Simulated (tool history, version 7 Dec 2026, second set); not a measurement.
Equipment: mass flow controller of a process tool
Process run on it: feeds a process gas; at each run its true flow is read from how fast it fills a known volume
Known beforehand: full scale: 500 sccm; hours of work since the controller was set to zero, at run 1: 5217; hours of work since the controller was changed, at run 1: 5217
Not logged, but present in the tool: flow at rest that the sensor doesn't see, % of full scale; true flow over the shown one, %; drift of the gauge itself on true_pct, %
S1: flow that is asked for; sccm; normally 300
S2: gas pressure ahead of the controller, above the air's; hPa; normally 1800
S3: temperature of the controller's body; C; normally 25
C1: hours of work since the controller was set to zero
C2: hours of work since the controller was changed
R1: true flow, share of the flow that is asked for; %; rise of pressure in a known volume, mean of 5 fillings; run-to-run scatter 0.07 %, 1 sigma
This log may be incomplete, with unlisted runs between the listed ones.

{"run": 1, "hour": 0.0, "S1": 300, "S2": 1800, "S3": 25, "C1": 5217, "C2": 5217, "R1": 97.65}
{"hour": 163.3, "done": "controller exchanged for a calibrated one"}
{"run": 2, "hour": 163.3, "S1": 66, "S2": 1800, "S3": 25, "C1": 0, "C2": 0, "R1": 98.31}
{"run": 3, "hour": 363.5, "S1": 300, "S2": 1800, "S3": 23, "C1": 86, "C2": 86, "R1": 99.33}
{"run": 4, "hour": 583.5, "S1": 300, "S2": 1800, "S3": 25, "C1": 180, "C2": 180, "R1": 99.15}
{"run": 5, "hour": 860.7, "S1": 300, "S2": 1800, "S3": 25, "C1": 299, "C2": 299, "R1": 99.14}
{"run": 6, "hour": 1060.4, "S1": 300, "S2": 1800, "S3": 25, "C1": 385, "C2": 385, "R1": 98.97}
{"run": 7, "hour": 1187.2, "S1": 300, "S2": 1800, "S3": 23, "C1": 439, "C2": 439, "R1": 99.17}
{"run": 8, "hour": 1411.8, "S1": 300, "S2": 1800, "S3": 23, "C1": 535, "C2": 535, "R1": 99.24}
{"run": 9, "hour": 1534.4, "S1": 300, "S2": 1800, "S3": 25, "C1": 588, "C2": 588, "R1": 98.95}
{"run": 10, "hour": 1669.6, "S1": 51, "S2": 1800, "S3": 25, "C1": 646, "C2": 646, "R1": 99.07}
{"run": 11, "hour": 1915.5, "S1": 102, "S2": 1800, "S3": 26, "C1": 751, "C2": 751, "R1": 98.53}
{"run": 12, "hour": 2038.2, "S1": 184, "S2": 1800, "S3": 37, "C1": 804, "C2": 804, "R1": 97.51}
{"run": 13, "hour": 2227.7, "S1": 184, "S2": 1800, "S3": 37, "C1": 885, "C2": 885, "R1": 97.57}
{"run": 14, "hour": 2418.4, "S1": 184, "S2": 1800, "S3": 37, "C1": 967, "C2": 967, "R1": 97.47}
{"run": 15, "hour": 2575.7, "S1": 184, "S2": 1800, "S3": 37, "C1": 1035, "C2": 1035, "R1": 97.77}
{"run": 16, "hour": 2692.0, "S1": 53, "S2": 1800, "S3": 25, "C1": 1085, "C2": 1085, "R1": 99.59}
{"run": 17, "hour": 2933.4, "S1": 109, "S2": 2610, "S3": 26, "C1": 1188, "C2": 1188, "R1": 99.02}
{"run": 18, "hour": 3071.9, "S1": 300, "S2": 1680, "S3": 21, "C1": 1247, "C2": 1247, "R1": 99.15}
{"run": 19, "hour": 3188.5, "S1": 300, "S2": 2690, "S3": 25, "C1": 1297, "C2": 1297, "R1": 99.01}
{"run": 20, "hour": 3308.7, "S1": 159, "S2": 1800, "S3": 25, "C1": 1349, "C2": 1349, "R1": 98.7}

Forecast each of these 3 alternatives for the next run:
{"run": "A", "hour": 3442.8, "S1": 300, "S2": 1600, "S3": 25, "C1": 1407, "C2": 1407, "R1": "?"}
{"run": "B", "hour": 3442.8, "S1": 159, "S2": 1800, "S3": 39, "C1": 1407, "C2": 1407, "R1": "?"}
{"run": "C", "hour": 3442.8, "S1": 159, "S2": 1800, "S3": 27, "C1": 1407, "C2": 1407, "R1": "?"}

run=A R1=98.72
run=B R1=97.44
run=C R1=98.63
The same runs, with their run-to-run variation unchanged, on a tool lacking any hidden condition would have given:
run=A R1=99.04
run=B R1=97.36
run=C R1=98.55

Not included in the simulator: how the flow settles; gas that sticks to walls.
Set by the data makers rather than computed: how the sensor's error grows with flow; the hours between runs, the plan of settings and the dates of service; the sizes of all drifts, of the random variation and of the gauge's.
